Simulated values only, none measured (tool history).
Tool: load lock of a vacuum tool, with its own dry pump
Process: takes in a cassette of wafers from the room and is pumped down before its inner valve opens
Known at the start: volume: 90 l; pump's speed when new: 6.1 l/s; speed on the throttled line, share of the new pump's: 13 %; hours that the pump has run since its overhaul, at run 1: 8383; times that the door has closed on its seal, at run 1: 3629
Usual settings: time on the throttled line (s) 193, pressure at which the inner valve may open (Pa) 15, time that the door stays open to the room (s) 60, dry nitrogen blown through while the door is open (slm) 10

run,hour,time on the throttled line (s),pressure at which the inner valve may open (Pa),time that the door stays open to the room (s),dry nitrogen blown through while the door is open (slm),hours that the pump has run since its overhaul,times that the door has closed on its seal,"incoming humidity of the room's air, %",time from the closed door until the inner valve may open (s),rise of the pressure with all valves shut (Pa/min)
1,0,193,15,60,10,8383,3629,40.8,313.3,0.038
2,115.1,193,16,60,10,8498,3771,46.4,315.2,0.044
3,288.4,193,16,60,10,8672,3984,44.9,317.3,0.043
4,502.5,193,16,60,20,8886,4248,44.3,318.5,0.036
5,636.7,193,16,60,20,9020,4413,46.9,317.8,0.036
6,850.2,193,16,136,10,9233,4676,44.9,319.9,0.062

Forecast run 7:
7,1022,137,18,136,20,9405,4887,43.4,?,?

Run 7 gave time from the closed door until the inner valve may open (s) 269.4, rise of the pressure with all valves shut (Pa/min) 0.053.
Without the tool's hidden state the same run would have given time from the closed door until the inner valve may open (s) 249.6, rise of the pressure with all valves shut (Pa/min) 0.044.

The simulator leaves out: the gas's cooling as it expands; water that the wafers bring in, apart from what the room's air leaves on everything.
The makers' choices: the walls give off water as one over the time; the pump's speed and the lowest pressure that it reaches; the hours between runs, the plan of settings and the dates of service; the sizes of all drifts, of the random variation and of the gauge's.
